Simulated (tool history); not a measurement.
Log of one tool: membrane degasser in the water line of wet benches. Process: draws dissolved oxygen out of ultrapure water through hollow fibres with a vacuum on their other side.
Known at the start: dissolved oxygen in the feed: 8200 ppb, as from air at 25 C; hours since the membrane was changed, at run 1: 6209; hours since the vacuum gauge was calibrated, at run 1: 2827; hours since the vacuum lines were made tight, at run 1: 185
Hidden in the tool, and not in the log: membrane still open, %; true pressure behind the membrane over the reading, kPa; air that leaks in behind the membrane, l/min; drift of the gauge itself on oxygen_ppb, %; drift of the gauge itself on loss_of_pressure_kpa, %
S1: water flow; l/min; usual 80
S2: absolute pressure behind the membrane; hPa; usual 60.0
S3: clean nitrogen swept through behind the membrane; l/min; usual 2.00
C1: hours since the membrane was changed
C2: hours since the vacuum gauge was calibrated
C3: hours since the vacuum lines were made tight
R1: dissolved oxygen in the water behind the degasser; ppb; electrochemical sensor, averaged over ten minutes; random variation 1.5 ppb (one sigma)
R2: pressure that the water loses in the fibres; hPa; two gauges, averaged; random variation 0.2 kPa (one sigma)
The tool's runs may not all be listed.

run	day	S1	S2	S3	C1	C2	C3	R1	R2
1	0.000	80	60.0	2.00	6209	2827	185	231.8	463.8
2	4.279	80	60.0	2.00	6312	2929	288	229.6	461.2
3	7.533	80	60.0	2.00	6390	3008	366	230.6	459.5
4	11.879	80	60.0	2.00	6494	3112	470	231.1	461.2
5	16.938	80	60.0	2.00	6616	3233	592	227.4	460.2
6	22.438	80	60.0	2.00	6748	3365	724	228.1	461.2
7	26.408	80	60.0	2.00	6843	3461	819	231.4	462.9
8	32.204	80	106.5	2.00	6982	3600	958	568.2	462.7
9	35.738	80	106.5	2.00	7067	3684	1043	574.4	465.4
10	42.250	74	60.0	2.00	7223	3841	1199	213.6	431.7
11	45.725	74	60.0	2.00	7307	3924	1282	214.2	428.2
12	48.975	80	92.9	2.00	7385	4002	1360	471.8	461.6
13	53.817	80	92.9	2.00	7501	4118	1477	477.6	459.8
14	59.254	80	106.9	2.00	7631	4249	1607	580.2	460.1
15	63.808	80	106.9	2.00	7741	4358	1716	584.0	463.2
16	69.908	80	97.7	0.87	7887	4505	1863	909.0	461.4
17	75.229	68	74.3	2.00	8015	4632	1991	294.6	393.8
18	82.588	68	66.9	0.89	8191	4809	2167	440.2	394.5
19	87.288	53	83.4	1.45	8304	4922	2280	371.0	307.0
20	91.658	53	83.4	1.45	8409	5027	2385	370.8	306.4

Forecast each of these 5 alternatives for the next run:
A	99.225	93	92.3	4.56	8591	5208	2566	?	?
B	99.225	53	83.4	3.79	8591	5208	2566	?	?
C	99.225	53	83.4	0.92	8591	5208	2566	?	?
D	99.225	68	46.4	5.99	8591	5208	2566	?	?
E	99.225	80	60.0	2.79	8591	5208	2566	?	?

run	R1	R2
A	283.6	539.0
B	164.0	306.2
C	522.1	306.2
D	44.1	390.5
E	177.2	465.5
Without the tool's hidden state the same runs would have given:
run	R1	R2
A	283.6	538.8
B	163.9	306.1
C	522.0	306.1
D	44.1	390.4
E	177.1	465.4
